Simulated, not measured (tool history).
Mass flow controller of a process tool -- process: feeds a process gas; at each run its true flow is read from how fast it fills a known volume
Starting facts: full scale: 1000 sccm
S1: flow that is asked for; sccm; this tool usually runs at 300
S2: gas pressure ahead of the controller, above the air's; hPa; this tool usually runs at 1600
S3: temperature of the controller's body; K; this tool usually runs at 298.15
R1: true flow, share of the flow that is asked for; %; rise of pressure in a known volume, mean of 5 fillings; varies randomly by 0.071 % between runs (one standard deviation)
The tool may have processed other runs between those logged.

run,day,S1,S2,S3,R1
1,0.000,300,1600,298.15,96.54
2,15.162,300,1600,298.15,96.46
3,22.771,300,1600,298.15,96.37
4,36.488,370,1600,298.15,96.87
5,51.283,300,1600,298.15,96.15
6,61.208,300,1600,298.15,96.26
7,78.450,300,1600,296.15,96.27
8,87.017,805,1600,309.15,97.90
9,99.317,184,1460,307.15,93.80
10,116.600,739,1530,306.15,97.74

Predict each of these 5 candidate next runs independently; none follows another, all start after run 10:
A,130.912,190,1880,298.15,?
B,130.912,300,1970,303.15,?
C,130.912,118,1600,308.15,?
D,130.912,702,1810,298.15,?
E,130.912,158,1880,295.15,?

run,R1
A,93.84
B,95.55
C,90.65
D,97.94
E,93.02
With no hidden state in the tool, these same runs would have given:
run,R1
A,99.25
B,99.23
C,98.96
D,99.91
E,99.41
